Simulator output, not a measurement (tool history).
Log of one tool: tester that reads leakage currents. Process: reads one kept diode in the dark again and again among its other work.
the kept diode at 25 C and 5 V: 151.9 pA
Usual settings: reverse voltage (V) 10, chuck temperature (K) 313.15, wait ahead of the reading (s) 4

run	day	reverse voltage (V)	chuck temperature (K)	wait ahead of the reading (s)	current that the tester gives (pA)
1	0	10	313.15	4	709.44
2	5.596	10	313.15	4	706.48
3	12.154	10	313.15	4	704.62
4	17.254	10	313.15	4	700.31
5	25.312	10	313.15	4	698.71
6	35.383	10	313.15	4	697.17
7	43.017	14.9	313.15	4	846.94
8	51.538	10	313.15	4	692.19
# day 56.667: chuck's temperature calibrated
9	58.412	10	313.15	4	722.77
10	64.817	10	313.15	2.78	724.12
11	74.388	10	313.15	2.78	723.72
12	79.908	10	313.15	2.78	721.91
13	86.138	10	313.15	4	721.9
14	95.404	10	313.15	4	716.43
15	102.012	10	315.15	4	822.42
# day 105.375: tester calibrated
16	112.446	10	313.15	4	693.98
17	117.638	10	313.15	4	690.36
18	123.646	10	310.15	4	549.38
# day 126.142: chuck's temperature calibrated
19	133.567	11.7	312.15	4	721.31
20	144.1	2.8	325.15	0.8	886.88
21	150.825	2.8	325.15	0.8	884.89

The next listed run, before its measurement:
22	155.767	10	308.15	2.67	?

Run 22 gave current that the tester gives (pA) 485.67.
Without the tool's hidden state the same run would have given current that the tester gives (pA) 482.88.
